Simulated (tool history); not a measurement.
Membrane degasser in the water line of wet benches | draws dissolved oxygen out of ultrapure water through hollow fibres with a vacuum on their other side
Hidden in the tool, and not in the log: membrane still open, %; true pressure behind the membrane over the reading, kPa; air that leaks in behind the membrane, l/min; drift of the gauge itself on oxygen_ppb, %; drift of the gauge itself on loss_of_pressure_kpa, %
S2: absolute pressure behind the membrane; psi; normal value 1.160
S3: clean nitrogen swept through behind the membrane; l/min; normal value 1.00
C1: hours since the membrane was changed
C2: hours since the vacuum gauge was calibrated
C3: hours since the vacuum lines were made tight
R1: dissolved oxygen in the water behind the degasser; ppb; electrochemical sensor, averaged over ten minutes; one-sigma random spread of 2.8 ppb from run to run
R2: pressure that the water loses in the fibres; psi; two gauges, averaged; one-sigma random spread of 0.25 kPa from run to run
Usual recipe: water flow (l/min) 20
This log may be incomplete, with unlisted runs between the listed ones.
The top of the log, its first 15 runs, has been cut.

Run 16, hour 1322.5: usual settings; C1 2186; C2 5254; C3 10584. Result: R1 277.8 ppb, R2 9.884 psi.
Run 17, hour 1420.2: usual settings but water flow (l/min) 30, S2 1.046 psi; C1 2283; C2 5352; C3 10682. Result: R1 419.3 ppb, R2 14.881 psi.
Run 18, hour 1499.4: usual settings but water flow (l/min) 30, S2 1.046 psi; C1 2363; C2 5431; C3 10761. Result: R1 430.6 ppb, R2 14.945 psi.
Run 19, hour 1599.7: usual settings but S2 1.439 psi, S3 1.22 l/min; C1 2463; C2 5532; C3 10861. Result: R1 311.8 ppb, R2 9.821 psi.
Run 20, hour 1666.7: usual settings but water flow (l/min) 14, S2 2.579 psi, S3 0.40 l/min; C1 2530; C2 5599; C3 10928. Result: R1 949.5 ppb, R2 6.917 psi.
Run 21, hour 1768.4: usual settings but water flow (l/min) 14, S2 2.579 psi, S3 0.40 l/min; C1 2632; C2 5700; C3 11030. Result: R1 949.5 ppb, R2 6.946 psi.
Run 22, hour 1883.6: usual settings but water flow (l/min) 14, S2 2.579 psi, S3 0.40 l/min; C1 2747; C2 5815; C3 11145. Result: R1 962.8 ppb, R2 6.944 psi.
Run 23, hour 1991.3: usual settings but water flow (l/min) 22, S2 1.405 psi; C1 2854; C2 5923; C3 11253. Result: R1 392.4 ppb, R2 10.888 psi.
Run 24, hour 2051.6: usual settings but water flow (l/min) 17, S2 0.953 psi, S3 1.67 l/min; C1 2915; C2 5983; C3 11313. Result: R1 122.7 ppb, R2 8.435 psi.
Run 25, hour 2131.5: usual settings but water flow (l/min) 21, S2 0.953 psi, S3 1.67 l/min; C1 2995; C2 6063; C3 11393. Result: R1 176.0 ppb, R2 10.454 psi.
Run 26, hour 2210.5: usual settings but S2 0.966 psi; C1 3074; C2 6142; C3 11472. Result: R1 220.8 ppb, R2 9.952 psi.
Run 27, hour 2324.5: usual settings but S2 0.966 psi; C1 3188; C2 6256; C3 11586. Result: R1 219.1 ppb, R2 9.897 psi.
Run 28, hour 2442.2: usual settings but S2 0.966 psi; C1 3305; C2 6374; C3 11704. Result: R1 221.2 ppb, R2 9.870 psi.
Run 29, hour 2503.2: usual settings but water flow (l/min) 22, S3 2.90 l/min; C1 3366; C2 6435; C3 11765. Result: R1 175.1 ppb, R2 10.871 psi.
Run 30, hour 2562.4: usual settings but water flow (l/min) 22, S3 2.90 l/min; C1 3426; C2 6494; C3 11824. Result: R1 176.2 ppb, R2 10.821 psi.
Run 31, hour 2624.6: usual settings but water flow (l/min) 13, S3 0.79 l/min; C1 3488; C2 6556; C3 11886. Result: R1 197.6 ppb, R2 6.392 psi.

Predict each of these 4 candidate next runs independently; none follows another, all start after run 31:
Run A, hour 2712.1: usual settings but water flow (l/min) 29; C1 3575; C2 6644; C3 11974. Result: R1 ?, R2 ?.
Run B, hour 2712.1: usual settings but water flow (l/min) 15, S2 1.980 psi, S3 0.79 l/min; C1 3575; C2 6644; C3 11974. Result: R1 ?, R2 ?.
Run C, hour 2712.1: usual settings but water flow (l/min) 13, S2 0.788 psi, S3 0.79 l/min; C1 3575; C2 6644; C3 11974. Result: R1 ?, R2 ?.
Run D, hour 2712.1: usual settings but water flow (l/min) 14, S2 1.556 psi, S3 0.69 l/min; C1 3575; C2 6644; C3 11974. Result: R1 ?, R2 ?.

run     R1      R2
  A  449.2  14.383
  B  454.5   7.435
  C  102.6   6.438
  D  353.6   6.933
Take away the tool's hidden state, keep each run's random variation, and the runs would have read:
run     R1      R2
  A  449.0  14.380
  B  454.3   7.433
  C  102.5   6.437
  D  353.5   6.930

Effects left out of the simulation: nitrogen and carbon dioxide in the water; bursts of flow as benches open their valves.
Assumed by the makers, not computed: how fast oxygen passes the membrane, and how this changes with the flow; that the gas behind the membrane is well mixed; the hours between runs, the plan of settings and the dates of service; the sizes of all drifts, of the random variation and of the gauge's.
